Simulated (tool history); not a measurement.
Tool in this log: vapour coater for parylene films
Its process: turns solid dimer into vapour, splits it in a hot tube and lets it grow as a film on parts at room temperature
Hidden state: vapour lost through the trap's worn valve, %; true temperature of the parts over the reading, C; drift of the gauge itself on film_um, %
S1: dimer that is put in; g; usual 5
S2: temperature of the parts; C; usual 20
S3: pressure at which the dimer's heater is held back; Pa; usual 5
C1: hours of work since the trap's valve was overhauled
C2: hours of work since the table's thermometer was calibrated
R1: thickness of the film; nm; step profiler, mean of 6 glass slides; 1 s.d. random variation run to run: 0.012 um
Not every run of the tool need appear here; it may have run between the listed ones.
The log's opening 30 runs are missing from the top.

run,day,S1,S2,S3,C1,C2,R1
31,43.721,2,20,5,159,1877,560
32,45.5,9,15,8.21,189,1906,2860
33,47.025,9,15,8.21,214,1932,2800
# day 48.604: table's thermometer calibrated
# day 48.879: trap's valve overhauled
34,49.262,9,15,3.17,6,8,3710
35,50.646,2,28,3.59,29,31,430
36,52.096,6,20,2.58,54,55,2000
37,54.196,3,18,2.76,89,90,1060
38,55.554,3,18,2.76,111,113,1070
39,57.475,3,18,2.76,143,145,1070
40,58.6,2,20,5,162,164,600
41,59.912,2,20,5,184,186,600
42,62.008,2,28,7.13,219,221,360
43,62.958,3,28,9.3,235,236,540
# day 63.562: trap's valve overhauled
44,64.2,3,16,10.59,11,254,1000
45,65.242,3,16,10.59,28,272,960
46,66.817,3,16,10.59,54,298,970

Here are 3 independent what-if runs from the current tool condition. What would each one return?
A,68.538,3,16,7.11,83,327,?
B,68.538,5,20,11.57,83,327,?
C,68.538,8,16,10.02,83,327,?

run,R1
A,1020
B,1310
C,2570
With no hidden state in the tool, these same runs would have given:
run,R1
A,1050
B,1350
C,2660

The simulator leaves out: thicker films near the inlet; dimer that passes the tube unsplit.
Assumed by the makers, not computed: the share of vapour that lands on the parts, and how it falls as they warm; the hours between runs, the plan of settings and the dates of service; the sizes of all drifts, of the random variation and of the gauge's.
